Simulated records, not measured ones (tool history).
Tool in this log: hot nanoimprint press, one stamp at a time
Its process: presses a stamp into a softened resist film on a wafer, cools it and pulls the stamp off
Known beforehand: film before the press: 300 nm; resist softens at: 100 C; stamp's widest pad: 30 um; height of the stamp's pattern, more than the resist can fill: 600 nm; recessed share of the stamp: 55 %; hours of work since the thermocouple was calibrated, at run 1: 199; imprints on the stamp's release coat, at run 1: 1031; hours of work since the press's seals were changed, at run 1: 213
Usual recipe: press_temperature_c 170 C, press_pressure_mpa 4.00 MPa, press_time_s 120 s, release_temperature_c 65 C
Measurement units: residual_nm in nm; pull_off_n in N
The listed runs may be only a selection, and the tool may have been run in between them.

| run | day | press_temperature_c | press_pressure_mpa | press_time_s | release_temperature_c | hours of work since the thermocouple was calibrated | imprints on the stamp's release coat | hours of work since the press's seals were changed | residual_nm | pull_off_n |
|---|---|---|---|---|---|---|---|---|---|---|
| 1 | 0.000 | 170 | 4.00 | 120 | 65 | 199 | 1031 | 213 | 175.5 | 248 |
| 2 | 0.254 | 170 | 4.00 | 120 | 65 | 203 | 1042 | 217 | 175.4 | 238 |
| 3 | 0.525 | 170 | 3.15 | 120 | 65 | 207 | 1054 | 221 | 188.2 | 238 |
| 4 | 0.833 | 162 | 4.00 | 120 | 65 | 211 | 1068 | 225 | 232.1 | 239 |
| 5 | 1.008 | 162 | 4.00 | 120 | 65 | 213 | 1076 | 228 | 231.1 | 240 |
| 6 | 1.338 | 162 | 4.00 | 120 | 65 | 218 | 1091 | 232 | 234.9 | 239 |
| 7 | 1.575 | 162 | 4.00 | 120 | 65 | 221 | 1101 | 236 | 233.4 | 241 |
| 8 | 1.788 | 170 | 4.00 | 120 | 65 | 224 | 1110 | 239 | 175.7 | 241 |
| 9 | 2.012 | 170 | 4.00 | 120 | 65 | 228 | 1120 | 242 | 173.6 | 246 |
| 10 | 2.212 | 179 | 4.00 | 120 | 65 | 231 | 1130 | 245 | 113.2 | 247 |
| 11 | 2.521 | 179 | 4.00 | 120 | 65 | 235 | 1143 | 249 | 114.6 | 244 |
| 12 | 2.679 | 179 | 4.00 | 120 | 65 | 237 | 1150 | 251 | 114.5 | 244 |
| 13 | 2.967 | 170 | 4.00 | 120 | 65 | 241 | 1163 | 255 | 176.9 | 242 |
| 14 | 3.200 | 170 | 4.00 | 120 | 65 | 244 | 1173 | 259 | 173.0 | 237 |
| 15 | 3.492 | 170 | 4.00 | 120 | 65 | 249 | 1186 | 263 | 174.4 | 244 |
| 16 | 3.742 | 170 | 4.00 | 120 | 65 | 252 | 1198 | 266 | 174.3 | 247 |
|  | 3.892 | plate thermocouple calibrated |
| 17 | 4.196 | 174 | 5.84 | 72 | 63 | 4 | 1212 | 271 | 154.7 | 255 |
|  | 4.612 | plate thermocouple calibrated, once more |
| 18 | 4.658 | 170 | 2.68 | 72 | 65 | 1 | 1227 | 276 | 221.3 | 244 |
| 19 | 4.929 | 170 | 2.68 | 72 | 65 | 4 | 1239 | 280 | 219.2 | 241 |
| 20 | 5.175 | 170 | 2.68 | 72 | 65 | 8 | 1250 | 283 | 220.6 | 240 |
| 21 | 5.396 | 170 | 2.68 | 72 | 65 | 11 | 1260 | 286 | 219.6 | 243 |
| 22 | 5.679 | 175 | 5.19 | 120 | 55 | 15 | 1273 | 290 | 121.4 | 303 |
| 23 | 6.033 | 170 | 4.00 | 120 | 58 | 20 | 1288 | 295 | 170.1 | 283 |
| 24 | 6.396 | 170 | 4.00 | 120 | 58 | 25 | 1305 | 300 | 171.8 | 287 |
| 25 | 6.708 | 170 | 4.00 | 120 | 58 | 30 | 1318 | 305 | 170.1 | 297 |
| 26 | 7.067 | 170 | 4.09 | 120 | 67 | 35 | 1334 | 310 | 168.5 | 237 |
| 27 | 7.317 | 168 | 4.02 | 123 | 50 | 38 | 1345 | 313 | 185.2 | 318 |
| 28 | 7.654 | 170 | 4.00 | 120 | 61 | 43 | 1360 | 318 | 171.7 | 268 |
| 29 | 7.833 | 167 | 2.52 | 120 | 65 | 46 | 1369 | 321 | 218.4 | 243 |
| 30 | 8.121 | 167 | 2.52 | 120 | 67 | 50 | 1381 | 325 | 218.5 | 249 |

Alternative continuations, all from the tool just after run 30; predict every row:
|  | 8.508 | stamp cleaned and given a new release coat |
| A | 8.704 | 167 | 5.01 | 120 | 58 | 54 | 9 | 330 | ? | ? |
|  | 8.508 | stamp cleaned and given a new release coat |
| B | 8.704 | 170 | 5.51 | 120 | 61 | 54 | 9 | 330 | ? | ? |
|  | 8.508 | stamp cleaned and given a new release coat |
| C | 8.704 | 170 | 4.00 | 120 | 67 | 54 | 9 | 330 | ? | ? |
|  | 8.508 | stamp cleaned and given a new release coat |
| D | 8.704 | 167 | 2.52 | 120 | 73 | 54 | 9 | 330 | ? | ? |

| run | residual_nm | pull_off_n |
|---|---|---|
| A | 180.7 | 208 |
| B | 153.2 | 202 |
| C | 173.1 | 180 |
| D | 218.2 | 161 |
What these runs would have given with no unlogged condition in the tool:
| run | residual_nm | pull_off_n |
|---|---|---|
| A | 178.9 | 207 |
| B | 151.3 | 201 |
| C | 171.5 | 179 |
| D | 217.1 | 160 |
